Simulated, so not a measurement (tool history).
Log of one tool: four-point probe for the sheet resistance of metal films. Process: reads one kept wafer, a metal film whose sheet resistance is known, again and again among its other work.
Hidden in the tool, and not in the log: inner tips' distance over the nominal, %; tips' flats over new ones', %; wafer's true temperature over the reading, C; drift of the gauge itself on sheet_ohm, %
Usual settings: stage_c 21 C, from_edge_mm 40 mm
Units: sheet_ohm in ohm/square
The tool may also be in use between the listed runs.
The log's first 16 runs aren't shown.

run,hour,stage_c,from_edge_mm,touches since the probe head was changed,hours of work since the stage's thermometer was calibrated,sheet_ohm
17,821.4,21,6,86240,269,14.418385
18,857.1,21,6,87253,289,14.419277
19,930.4,21,6,89331,330,14.415353
# hour 957.6: new probe head fitted
20,976,18,4,524,355,14.71877
21,1023.4,25,39,1866,381,14.460608
22,1067.6,25,39,3121,406,14.461237
23,1133.4,31,56,4987,443,14.404663
24,1196.5,23,14,6776,478,14.481877
25,1240.2,18,5,8015,503,14.627364
26,1310.4,18,5,10006,542,14.622939
27,1380,20,71,11981,581,14.473425
28,1451.2,32,40,13999,620,14.381202
29,1483.3,32,40,14910,638,14.372073
30,1543.4,29,21,16614,672,14.399644
31,1600.1,34,10,18220,703,14.377181

5 ways to go on from here, each from the tool as it stands after run 31. What would each give?
A,1667.5,34,18,20131,741,?
B,1667.5,24,73,20131,741,?
C,1667.5,34,4,20131,741,?
D,1667.5,34,12,20131,741,?
E,1667.5,26,6,20131,741,?

run,sheet_ohm
A,14.356935
B,14.428306
C,14.539826
D,14.373027
E,14.49492
Without the tool's hidden state the same runs would have given:
run,sheet_ohm
A,14.454264
B,14.526396
C,14.638308
D,14.47046
E,14.593367
